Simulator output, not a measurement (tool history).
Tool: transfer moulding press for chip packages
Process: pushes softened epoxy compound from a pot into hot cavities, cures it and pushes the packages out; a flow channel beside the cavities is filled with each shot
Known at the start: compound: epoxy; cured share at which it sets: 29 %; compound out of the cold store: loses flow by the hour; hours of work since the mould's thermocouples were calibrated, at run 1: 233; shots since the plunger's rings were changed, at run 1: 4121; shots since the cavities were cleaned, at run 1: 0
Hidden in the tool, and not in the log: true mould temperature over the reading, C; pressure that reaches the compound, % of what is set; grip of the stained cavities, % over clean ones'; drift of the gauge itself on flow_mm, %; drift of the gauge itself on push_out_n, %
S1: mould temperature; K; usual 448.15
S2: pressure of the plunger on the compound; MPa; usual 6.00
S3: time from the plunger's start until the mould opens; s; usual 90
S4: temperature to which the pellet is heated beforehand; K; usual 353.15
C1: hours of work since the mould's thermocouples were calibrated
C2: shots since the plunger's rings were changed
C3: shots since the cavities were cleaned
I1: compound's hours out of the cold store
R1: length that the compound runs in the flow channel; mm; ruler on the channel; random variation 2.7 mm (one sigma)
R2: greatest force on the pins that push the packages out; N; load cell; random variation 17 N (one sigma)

run	hour	S1	S2	S3	S4	C1	C2	C3	I1	R1	R2
1	0.0	448.15	6.00	90	353.15	233	4121	0	12.9	552	897
# hour 3.2: plunger's sealing rings changed
2	14.1	448.15	6.00	90	353.15	238	103	110	41.4	519	1015
3	27.1	448.15	6.00	90	355.15	245	228	235	10.3	560	1219
4	39.0	448.15	6.00	90	353.15	250	341	348	34.9	525	1275
5	47.8	448.15	6.56	90	353.15	255	425	432	37.5	543	1332
6	54.1	448.15	4.97	90	353.15	258	486	493	25.9	492	1362
7	64.5	448.15	4.97	90	353.15	263	585	592	43.0	466	1362
8	71.1	448.15	4.97	90	353.15	266	648	655	36.5	475	1440
9	79.6	448.15	6.00	90	357.15	270	729	736	39.8	515	1386
10	90.9	448.15	6.00	90	357.15	275	837	844	14.8	559	1519
11	96.8	456.15	6.00	90	353.15	278	893	900	40.1	499	890
12	103.2	448.15	6.00	90	354.15	281	954	961	12.5	555	1478
13	111.4	448.15	6.00	90	354.15	285	1032	1039	20.1	547	1495
14	119.3	448.15	6.00	90	354.15	289	1108	1115	18.7	544	1493
# hour 129.5: cavities cleaned with cleaning compound and waxed
15	130.5	448.15	6.00	90	354.15	294	1201	10	36.0	521	839
16	143.2	448.15	6.00	90	354.15	300	1322	131	11.5	560	1116
17	152.7	448.15	6.00	90	354.15	304	1413	222	14.4	550	1217

Forecast run 18:
18	166.0	448.15	6.46	124	354.15	311	1540	349	25.3	?	?

Run 18 gave R1 556 mm, R2 739 N.
Without the tool's hidden state the same run would have given R1 561 mm, R2 462 N.

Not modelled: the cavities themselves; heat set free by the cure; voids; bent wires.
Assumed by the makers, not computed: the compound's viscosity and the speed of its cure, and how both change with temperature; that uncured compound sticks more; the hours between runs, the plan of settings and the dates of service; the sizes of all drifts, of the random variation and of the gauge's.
